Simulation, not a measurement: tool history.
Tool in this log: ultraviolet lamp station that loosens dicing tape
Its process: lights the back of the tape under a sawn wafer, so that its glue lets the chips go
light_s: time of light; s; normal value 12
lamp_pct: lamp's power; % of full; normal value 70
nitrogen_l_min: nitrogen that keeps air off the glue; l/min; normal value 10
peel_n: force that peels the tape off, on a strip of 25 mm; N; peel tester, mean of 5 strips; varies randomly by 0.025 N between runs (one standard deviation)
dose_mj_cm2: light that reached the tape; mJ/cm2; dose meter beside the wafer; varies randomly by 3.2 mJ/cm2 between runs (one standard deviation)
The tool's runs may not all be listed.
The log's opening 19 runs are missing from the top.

{"run": 20, "hour": 1007.6, "light_s": 8, "lamp_pct": 70, "nitrogen_l_min": 10, "peel_n": 3.199, "dose_mj_cm2": 247}
{"hour": 1036.9, "done": "window cleaned of glue's vapour"}
{"run": 21, "hour": 1084.4, "light_s": 12, "lamp_pct": 95, "nitrogen_l_min": 10, "peel_n": 1.147, "dose_mj_cm2": 518}
{"run": 22, "hour": 1151.7, "light_s": 13, "lamp_pct": 95, "nitrogen_l_min": 10, "peel_n": 1.022, "dose_mj_cm2": 543}
{"run": 23, "hour": 1214.8, "light_s": 13, "lamp_pct": 95, "nitrogen_l_min": 10, "peel_n": 1.097, "dose_mj_cm2": 530}
{"run": 24, "hour": 1289.8, "light_s": 13, "lamp_pct": 95, "nitrogen_l_min": 10, "peel_n": 1.152, "dose_mj_cm2": 514}
{"run": 25, "hour": 1346.5, "light_s": 10, "lamp_pct": 64, "nitrogen_l_min": 5, "peel_n": 3.58, "dose_mj_cm2": 258}
{"run": 26, "hour": 1425.4, "light_s": 10, "lamp_pct": 90, "nitrogen_l_min": 5, "peel_n": 2.524, "dose_mj_cm2": 346}
{"run": 27, "hour": 1491.2, "light_s": 8, "lamp_pct": 62, "nitrogen_l_min": 5, "peel_n": 4.479, "dose_mj_cm2": 188}
{"run": 28, "hour": 1571.5, "light_s": 8, "lamp_pct": 98, "nitrogen_l_min": 12, "peel_n": 2.726, "dose_mj_cm2": 286}
{"run": 29, "hour": 1626.6, "light_s": 18, "lamp_pct": 64, "nitrogen_l_min": 9, "peel_n": 1.809, "dose_mj_cm2": 410}
{"run": 30, "hour": 1660.0, "light_s": 17, "lamp_pct": 70, "nitrogen_l_min": 10, "peel_n": 1.645, "dose_mj_cm2": 414}
{"run": 31, "hour": 1711.6, "light_s": 23, "lamp_pct": 84, "nitrogen_l_min": 14, "peel_n": 0.609, "dose_mj_cm2": 659}
{"run": 32, "hour": 1791.3, "light_s": 23, "lamp_pct": 84, "nitrogen_l_min": 14, "peel_n": 0.666, "dose_mj_cm2": 632}
{"hour": 1853.1, "done": "window cleaned of glue's vapour"}
{"hour": 1869.0, "done": "lamp changed"}
{"run": 33, "hour": 1869.0, "light_s": 23, "lamp_pct": 84, "nitrogen_l_min": 14, "peel_n": 0.169, "dose_mj_cm2": 1136}
{"run": 34, "hour": 1911.9, "light_s": 14, "lamp_pct": 70, "nitrogen_l_min": 6, "peel_n": 1.212, "dose_mj_cm2": 568}
{"run": 35, "hour": 1976.2, "light_s": 8, "lamp_pct": 77, "nitrogen_l_min": 10, "peel_n": 2.106, "dose_mj_cm2": 351}
{"run": 36, "hour": 2028.8, "light_s": 12, "lamp_pct": 70, "nitrogen_l_min": 10, "peel_n": 1.375, "dose_mj_cm2": 465}
{"run": 37, "hour": 2109.8, "light_s": 17, "lamp_pct": 86, "nitrogen_l_min": 11, "peel_n": 0.409, "dose_mj_cm2": 790}
{"run": 38, "hour": 2173.6, "light_s": 12, "lamp_pct": 76, "nitrogen_l_min": 4, "peel_n": 1.757, "dose_mj_cm2": 488}
{"run": 39, "hour": 2240.6, "light_s": 8, "lamp_pct": 88, "nitrogen_l_min": 4, "peel_n": 2.714, "dose_mj_cm2": 368}
{"run": 40, "hour": 2291.4, "light_s": 8, "lamp_pct": 88, "nitrogen_l_min": 4, "peel_n": 2.681, "dose_mj_cm2": 360}
{"run": 41, "hour": 2325.3, "light_s": 19, "lamp_pct": 88, "nitrogen_l_min": 4, "peel_n": 0.613, "dose_mj_cm2": 844}
{"run": 42, "hour": 2391.3, "light_s": 15, "lamp_pct": 90, "nitrogen_l_min": 7, "peel_n": 0.804, "dose_mj_cm2": 667}
{"run": 43, "hour": 2439.6, "light_s": 15, "lamp_pct": 90, "nitrogen_l_min": 7, "peel_n": 0.84, "dose_mj_cm2": 647}

4 ways to go on from here, each from the tool as it stands after run 43. What would each give?
{"run": "A", "hour": 2501.2, "light_s": 21, "lamp_pct": 70, "nitrogen_l_min": 7, "peel_n": "?", "dose_mj_cm2": "?"}
{"run": "B", "hour": 2501.2, "light_s": 15, "lamp_pct": 90, "nitrogen_l_min": 7, "peel_n": "?", "dose_mj_cm2": "?"}
{"run": "C", "hour": 2501.2, "light_s": 23, "lamp_pct": 64, "nitrogen_l_min": 7, "peel_n": "?", "dose_mj_cm2": "?"}
{"run": "D", "hour": 2501.2, "light_s": 15, "lamp_pct": 63, "nitrogen_l_min": 17, "peel_n": "?", "dose_mj_cm2": "?"}

run=A peel_n=0.730 dose_mj_cm2=690
run=B peel_n=0.874 dose_mj_cm2=633
run=C peel_n=0.752 dose_mj_cm2=694
run=D peel_n=1.266 dose_mj_cm2=438
What these runs would have given with no unlogged condition in the tool:
run=A peel_n=0.426 dose_mj_cm2=869
run=B peel_n=0.517 dose_mj_cm2=796
run=C peel_n=0.440 dose_mj_cm2=873
run=D peel_n=0.803 dose_mj_cm2=551

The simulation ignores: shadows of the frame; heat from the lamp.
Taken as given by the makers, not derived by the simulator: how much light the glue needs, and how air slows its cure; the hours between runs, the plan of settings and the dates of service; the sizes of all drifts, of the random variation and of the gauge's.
